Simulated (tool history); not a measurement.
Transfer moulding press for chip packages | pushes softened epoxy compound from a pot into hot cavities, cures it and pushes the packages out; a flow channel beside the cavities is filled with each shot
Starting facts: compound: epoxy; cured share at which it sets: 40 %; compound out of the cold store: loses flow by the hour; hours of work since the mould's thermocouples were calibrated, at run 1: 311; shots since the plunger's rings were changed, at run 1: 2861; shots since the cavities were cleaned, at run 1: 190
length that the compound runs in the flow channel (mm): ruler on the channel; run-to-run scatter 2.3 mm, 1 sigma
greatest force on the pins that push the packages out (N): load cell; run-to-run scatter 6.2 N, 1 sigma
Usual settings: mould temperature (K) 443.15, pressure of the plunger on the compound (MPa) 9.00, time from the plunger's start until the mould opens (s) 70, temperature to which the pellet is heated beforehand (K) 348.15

| run | hour | mould temperature (K) | pressure of the plunger on the compound (MPa) | time from the plunger's start until the mould opens (s) | temperature to which the pellet is heated beforehand (K) | hours of work since the mould's thermocouples were calibrated | shots since the plunger's rings were changed | shots since the cavities were cleaned | incoming compound's hours out of the cold store | length that the compound runs in the flow channel (mm) | greatest force on the pins that push the packages out (N) |
|---|---|---|---|---|---|---|---|---|---|---|---|
| 1 | 0.0 | 443.15 | 9.00 | 70 | 348.15 | 311 | 2861 | 190 | 18.1 | 842 | 325 |
|  | 7.8 | plunger's sealing rings changed |
| 2 | 13.2 | 443.15 | 9.00 | 70 | 348.15 | 318 | 81 | 349 | 12.9 | 885 | 362 |
| 3 | 29.8 | 443.15 | 9.00 | 70 | 348.15 | 329 | 326 | 594 | 18.7 | 873 | 402 |
| 4 | 43.6 | 443.15 | 9.00 | 70 | 348.15 | 338 | 530 | 798 | 26.4 | 858 | 435 |
|  | 46.8 | cavities cleaned with cleaning compound and waxed |
| 5 | 54.4 | 443.15 | 8.06 | 70 | 348.15 | 344 | 668 | 113 | 11.7 | 836 | 494 |
| 6 | 73.3 | 443.15 | 8.06 | 70 | 348.15 | 356 | 947 | 392 | 30.7 | 798 | 512 |
| 7 | 84.6 | 443.15 | 9.00 | 70 | 348.15 | 363 | 1114 | 559 | 25.0 | 853 | 530 |
| 8 | 94.9 | 443.15 | 9.00 | 70 | 348.15 | 370 | 1266 | 711 | 44.8 | 817 | 517 |
|  | 102.0 | cavities cleaned with cleaning compound and waxed, once more |
| 9 | 105.1 | 443.15 | 9.00 | 70 | 352.15 | 375 | 1395 | 46 | 39.1 | 822 | 269 |
| 10 | 123.0 | 443.15 | 9.00 | 70 | 348.15 | 387 | 1660 | 311 | 20.1 | 852 | 366 |
| 11 | 136.6 | 443.15 | 9.00 | 80 | 348.15 | 396 | 1860 | 511 | 13.2 | 859 | 322 |
| 12 | 144.9 | 443.15 | 9.00 | 70 | 348.15 | 401 | 1984 | 635 | 30.8 | 835 | 427 |
| 13 | 157.1 | 443.15 | 9.00 | 54 | 348.15 | 409 | 2163 | 814 | 29.9 | 829 | 789 |
|  | 159.6 | cavities cleaned with cleaning compound and waxed |
| 14 | 173.8 | 443.15 | 9.00 | 54 | 348.15 | 419 | 2389 | 211 | 11.6 | 859 | 600 |
| 15 | 182.9 | 443.15 | 9.00 | 54 | 348.15 | 424 | 2523 | 345 | 12.9 | 854 | 648 |
| 16 | 193.1 | 443.15 | 9.00 | 54 | 348.15 | 431 | 2674 | 496 | 26.6 | 829 | 690 |
| 17 | 204.7 | 443.15 | 9.00 | 54 | 357.15 | 438 | 2844 | 666 | 36.9 | 806 | 734 |
|  | 214.1 | plunger's sealing rings changed |
|  | 220.0 | cavities cleaned with cleaning compound and waxed |
| 18 | 223.6 | 443.15 | 9.00 | 54 | 357.15 | 448 | 118 | 53 | 30.5 | 850 | 482 |
| 19 | 241.3 | 443.15 | 9.00 | 54 | 339.15 | 459 | 381 | 316 | 17.4 | 869 | 631 |
| 20 | 252.9 | 443.15 | 9.00 | 54 | 339.15 | 467 | 552 | 487 | 32.3 | 851 | 704 |
| 21 | 269.8 | 439.15 | 9.00 | 74 | 339.15 | 478 | 802 | 737 | 44.8 | 841 | 535 |
|  | 278.5 | cavities cleaned with cleaning compound and waxed |
| 22 | 286.7 | 443.15 | 9.00 | 88 | 348.15 | 488 | 1030 | 122 | 11.6 | 876 | 226 |
| 23 | 294.8 | 443.15 | 9.00 | 70 | 344.15 | 493 | 1149 | 241 | 45.1 | 815 | 320 |
| 24 | 308.6 | 445.15 | 6.97 | 103 | 346.15 | 502 | 1352 | 444 | 33.7 | 730 | 274 |
| 25 | 319.4 | 445.15 | 6.97 | 103 | 346.15 | 509 | 1513 | 605 | 45.8 | 703 | 293 |
|  | 336.7 | cavities cleaned with cleaning compound and waxed |
| 26 | 338.6 | 439.15 | 9.00 | 85 | 348.15 | 520 | 1774 | 28 | 25.6 | 862 | 241 |
| 27 | 355.7 | 439.15 | 8.82 | 66 | 354.15 | 531 | 2027 | 281 | 21.8 | 857 | 551 |
| 28 | 370.6 | 444.15 | 7.45 | 70 | 343.15 | 541 | 2247 | 501 | 24.7 | 755 | 360 |

3 ways to go on from here, each from the tool as it stands after run 28. What would each give?
| A | 387.8 | 440.15 | 9.51 | 70 | 348.15 | 552 | 2501 | 755 | 38.0 | ? | ? |
| B | 387.8 | 445.15 | 7.08 | 105 | 343.15 | 552 | 2501 | 755 | 12.2 | ? | ? |
| C | 387.8 | 435.15 | 9.00 | 70 | 348.15 | 552 | 2501 | 755 | 18.9 | ? | ? |

| run | length that the compound runs in the flow channel (mm) | greatest force on the pins that push the packages out (N) |
|---|---|---|
| A | 847 | 555 |
| B | 754 | 298 |
| C | 883 | 897 |
Take away the tool's hidden state, keep each run's random variation, and the runs would have read:
| run | length that the compound runs in the flow channel (mm) | greatest force on the pins that push the packages out (N) |
|---|---|---|
| A | 877 | 293 |
| B | 781 | 167 |
| C | 915 | 474 |
